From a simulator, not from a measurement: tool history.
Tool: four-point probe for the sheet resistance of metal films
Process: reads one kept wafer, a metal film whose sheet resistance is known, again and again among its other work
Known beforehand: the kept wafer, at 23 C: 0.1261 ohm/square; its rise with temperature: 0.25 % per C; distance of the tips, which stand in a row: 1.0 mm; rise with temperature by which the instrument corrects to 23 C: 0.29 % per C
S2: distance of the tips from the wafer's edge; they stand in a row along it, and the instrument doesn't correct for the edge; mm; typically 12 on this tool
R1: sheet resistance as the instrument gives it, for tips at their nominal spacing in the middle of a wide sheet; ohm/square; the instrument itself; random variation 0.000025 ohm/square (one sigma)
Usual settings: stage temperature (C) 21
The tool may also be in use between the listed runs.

Run 1, hour 0.0: usual settings. Result: R1 0.126622 ohm/square.
Run 2, hour 54.8: usual settings. Result: R1 0.126667 ohm/square.
Run 3, hour 122.0: usual settings but S2 8 mm. Result: R1 0.127216 ohm/square.
Run 4, hour 198.1: usual settings. Result: R1 0.126647 ohm/square.
Run 5, hour 250.7: usual settings. Result: R1 0.126584 ohm/square.
Run 6, hour 328.7: usual settings but S2 39 mm. Result: R1 0.126217 ohm/square.
Run 7, hour 404.1: usual settings but S2 39 mm. Result: R1 0.126195 ohm/square.
Run 8, hour 463.6: usual settings but S2 39 mm. Result: R1 0.126259 ohm/square.
Run 9, hour 536.2: usual settings. Result: R1 0.126619 ohm/square.
Run 10, hour 626.7: usual settings. Result: R1 0.126612 ohm/square.
Run 11, hour 703.1: usual settings but stage temperature (C) 20. Result: R1 0.126660 ohm/square.
Run 12, hour 797.8: usual settings. Result: R1 0.126672 ohm/square.
Run 13, hour 883.9: usual settings. Result: R1 0.126622 ohm/square.
Run 14, hour 960.8: usual settings but S2 7 mm. Result: R1 0.127561 ohm/square.
Run 15, hour 1047.0: usual settings but S2 7 mm. Result: R1 0.127557 ohm/square.
Run 16, hour 1137.0: usual settings but S2 7 mm. Result: R1 0.127570 ohm/square.
Run 17, hour 1207.7: usual settings. Result: R1 0.126631 ohm/square.
Run 18, hour 1310.3: usual settings but stage temperature (C) 29, S2 4 mm. Result: R1 0.129902 ohm/square.
Run 19, hour 1356.5: usual settings but stage temperature (C) 29, S2 4 mm. Result: R1 0.129927 ohm/square.
Run 20, hour 1450.5: usual settings but stage temperature (C) 19, S2 42 mm. Result: R1 0.126308 ohm/square.
Run 21, hour 1556.6: usual settings but stage temperature (C) 19. Result: R1 0.126745 ohm/square.
Run 22, hour 1606.8: usual settings but stage temperature (C) 30, S2 43 mm. Result: R1 0.125780 ohm/square.
Run 23, hour 1698.0: usual settings but stage temperature (C) 32, S2 3 mm. Result: R1 0.132768 ohm/square.
Run 24, hour 1805.1: usual settings but stage temperature (C) 32, S2 9 mm. Result: R1 0.126528 ohm/square.
Run 25, hour 1886.0: usual settings but stage temperature (C) 20, S2 9 mm. Result: R1 0.127074 ohm/square.
Run 26, hour 1969.5: usual settings but S2 4 mm. Result: R1 0.130296 ohm/square.
Run 27, hour 2055.9: usual settings but S2 4 mm. Result: R1 0.130271 ohm/square.
Run 28, hour 2150.6: usual settings but S2 7 mm. Result: R1 0.127571 ohm/square.
Run 29, hour 2212.3: usual settings but stage temperature (C) 27, S2 9 mm. Result: R1 0.126723 ohm/square.
Run 30, hour 2304.9: usual settings but stage temperature (C) 19, S2 62 mm. Result: R1 0.126253 ohm/square.
Run 31, hour 2356.1: usual settings but S2 62 mm. Result: R1 0.126211 ohm/square.
Run 32, hour 2452.5: usual settings but S2 62 mm. Result: R1 0.126200 ohm/square.
Run 33, hour 2505.2: usual settings but stage temperature (C) 26, S2 16 mm. Result: R1 0.126236 ohm/square.
Run 34, hour 2579.0: usual settings but stage temperature (C) 31, S2 6 mm. Result: R1 0.127552 ohm/square.

Removed from this log: 1 entry logged between the listed runs. Between which two listed runs does each belong, and how does the tool's hidden state at the listed run before it compare with that at the listed run after it?
Runs 25 to 26: new probe head fitted (hour 1965.6)
  inner tips' distance over the nominal, %: -0.005 -> -0.001; tips' flats over new ones', %: 1 -> 0

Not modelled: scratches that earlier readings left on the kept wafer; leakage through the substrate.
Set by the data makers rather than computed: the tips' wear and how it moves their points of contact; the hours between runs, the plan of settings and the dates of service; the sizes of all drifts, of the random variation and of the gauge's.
